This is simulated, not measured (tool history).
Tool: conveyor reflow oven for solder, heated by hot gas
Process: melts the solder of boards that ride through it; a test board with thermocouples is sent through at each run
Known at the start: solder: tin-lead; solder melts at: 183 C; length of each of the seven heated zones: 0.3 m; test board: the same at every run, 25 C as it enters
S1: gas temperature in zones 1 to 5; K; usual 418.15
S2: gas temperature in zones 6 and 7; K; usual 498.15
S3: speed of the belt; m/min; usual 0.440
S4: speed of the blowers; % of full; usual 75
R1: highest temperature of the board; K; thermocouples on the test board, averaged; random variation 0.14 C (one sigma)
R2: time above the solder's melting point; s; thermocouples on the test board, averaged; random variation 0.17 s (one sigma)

run,hour,S1,S2,S3,S4,R1,R2
1,0.0,418.15,498.15,0.440,75,484.75,60.0
2,52.7,418.15,498.15,0.440,75,484.85,59.8
3,110.7,418.15,498.15,0.440,75,484.65,59.6
4,174.7,418.15,498.15,0.440,86,485.85,61.2
# hour 192.0: flux residue cleaned out of gas plates and filters
# hour 199.7: belt drive overhauled, speed set with a stopwatch
5,252.1,418.15,498.15,0.440,86,490.45,66.9
6,289.5,429.15,498.15,0.440,75,490.15,71.4
7,353.0,429.15,498.15,0.440,75,490.05,70.9
8,393.5,429.15,498.15,0.440,75,489.95,70.9
# hour 464.2: belt drive overhauled, speed set with a stopwatch, once more
9,477.3,407.15,498.15,0.440,75,485.45,55.9
# hour 487.8: thermocouples of zones 6 and 7 changed
10,519.8,408.15,498.15,0.440,75,483.25,54.4
11,579.8,418.15,508.15,0.440,75,493.25,66.7
12,631.6,418.15,498.15,0.519,75,479.95,44.7
13,702.4,418.15,498.15,0.519,75,479.85,44.0
14,761.2,418.15,498.15,0.519,75,479.45,44.1
15,833.4,418.15,498.15,0.519,75,479.05,43.9
16,882.3,408.15,497.15,0.501,65,474.15,35.5
17,951.7,426.15,498.15,0.440,75,484.95,63.1
# hour 1007.1: flux residue cleaned out of gas plates and filters
18,1007.1,429.15,506.15,0.419,89,499.15,79.3
19,1086.9,429.15,506.15,0.419,89,498.65,79.5
20,1152.3,429.15,509.15,0.420,75,499.05,79.5
21,1202.5,429.15,498.15,0.496,75,485.55,58.1
22,1250.9,429.15,498.15,0.496,75,485.25,58.0
23,1326.0,429.15,498.15,0.496,75,485.05,57.8
24,1411.4,429.15,505.15,0.439,75,493.95,72.8
25,1463.7,429.15,505.15,0.439,54,488.95,68.3
26,1525.0,428.15,498.15,0.440,75,487.05,66.9
27,1608.8,408.15,498.15,0.440,54,478.15,46.3
28,1665.0,413.15,498.15,0.386,77,487.75,70.6
29,1714.3,418.15,501.15,0.530,75,481.25,45.1

Measured less the same run without the tool's hidden state. The same run-to-run variation is in both; the gauge's scatter may not be:
The hidden state here: heat that the gas passes to the board, % of a clean oven's; belt's true speed, % of the reading; true gas temperature in zones 6 and 7 over the reading, C; drift of the gauge itself on peak_c, C; drift of the gauge itself on liquid_s, %.
run,R1,R2
1,-2.00,-2.2
2,-2.10,-2.5
3,-2.30,-2.7
4,-2.60,-2.8
5,+1.60,+2.5
6,+1.60,+2.5
7,+1.40,+2.3
8,+1.20,+2.2
9,+0.20,-0.5
10,-2.00,-2.6
11,-2.30,-1.9
12,-2.70,-3.3
13,-3.00,-3.7
14,-3.30,-4.0
15,-3.60,-4.5
16,-3.90,-5.7
17,-3.10,-3.5
18,+0.40,+0.6
19,+0.20,+0.5
20,+0.00,+0.4
21,-0.30,-0.2
22,-0.50,-0.3
23,-0.70,-0.7
24,-0.90,-0.3
25,-0.90,-0.6
26,-1.20,-1.0
27,-1.80,-2.6
28,-1.60,-2.0
29,-3.10,-3.4
